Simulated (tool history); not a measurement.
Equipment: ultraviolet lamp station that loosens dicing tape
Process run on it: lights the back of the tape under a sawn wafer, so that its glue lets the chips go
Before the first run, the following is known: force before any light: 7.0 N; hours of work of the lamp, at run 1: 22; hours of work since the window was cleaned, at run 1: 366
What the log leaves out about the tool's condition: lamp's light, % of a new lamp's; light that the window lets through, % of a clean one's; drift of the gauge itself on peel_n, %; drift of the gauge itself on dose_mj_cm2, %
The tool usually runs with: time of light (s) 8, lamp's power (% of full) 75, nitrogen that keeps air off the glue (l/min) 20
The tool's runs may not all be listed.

| run | day | time of light (s) | lamp's power (% of full) | nitrogen that keeps air off the glue (l/min) | hours of work of the lamp | hours of work since the window was cleaned | force that peels the tape off (N) | light that reached the tape (J/m2) |
|---|---|---|---|---|---|---|---|---|
| 1 | 0.000 | 8 | 75 | 20 | 22 | 366 | 0.414 | 3580 |
| 2 | 0.383 | 8 | 75 | 20 | 28 | 373 | 0.422 | 3560 |
| 3 | 0.650 | 8 | 75 | 20 | 33 | 377 | 0.419 | 3550 |
| 4 | 0.921 | 7 | 75 | 20 | 38 | 382 | 0.556 | 3100 |
| 5 | 1.258 | 7 | 73 | 20 | 43 | 388 | 0.529 | 2980 |
| 6 | 1.646 | 7 | 73 | 20 | 50 | 394 | 0.557 | 2970 |
| 7 | 2.125 | 7 | 73 | 20 | 58 | 402 | 0.568 | 2990 |
| 8 | 2.650 | 5 | 75 | 20 | 67 | 412 | 1.005 | 2150 |
| 9 | 3.071 | 5 | 75 | 20 | 75 | 419 | 0.990 | 2160 |
| 10 | 3.529 | 5 | 75 | 20 | 83 | 427 | 0.990 | 2220 |
| 11 | 3.775 | 8 | 75 | 39 | 87 | 431 | 0.284 | 3450 |
| 12 | 4.242 | 8 | 75 | 39 | 95 | 439 | 0.277 | 3440 |
| 13 | 4.575 | 8 | 62 | 7 | 101 | 445 | 1.422 | 2840 |
| 14 | 5.138 | 8 | 62 | 7 | 110 | 454 | 1.395 | 2800 |
| 15 | 5.496 | 6 | 62 | 15 | 116 | 460 | 1.310 | 2070 |
| 16 | 6.058 | 13 | 65 | 8 | 126 | 470 | 0.499 | 4810 |
| 17 | 6.442 | 7 | 95 | 18 | 133 | 477 | 0.404 | 3800 |
| 18 | 6.679 | 8 | 75 | 8 | 137 | 481 | 0.950 | 3420 |
| 19 | 6.938 | 8 | 73 | 14 | 141 | 485 | 0.617 | 3290 |
| 20 | 7.467 | 7 | 73 | 14 | 150 | 494 | 0.808 | 2850 |

Forecast each of these 4 alternatives for the next run:
| A | 7.967 | 7 | 73 | 7 | 159 | 503 | ? | ? |
| B | 7.967 | 9 | 87 | 24 | 159 | 503 | ? | ? |
| C | 7.967 | 10 | 79 | 8 | 159 | 503 | ? | ? |
| D | 7.967 | 7 | 68 | 14 | 159 | 503 | ? | ? |

| run | force that peels the tape off (N) | light that reached the tape (J/m2) |
|---|---|---|
| A | 1.395 | 2900 |
| B | 0.275 | 4350 |
| C | 0.569 | 4420 |
| D | 0.924 | 2670 |
What these runs would have given with no unlogged condition in the tool:
| run | force that peels the tape off (N) | light that reached the tape (J/m2) |
|---|---|---|
| A | 1.178 | 3230 |
| B | 0.247 | 4850 |
| C | 0.466 | 4920 |
| D | 0.760 | 2970 |
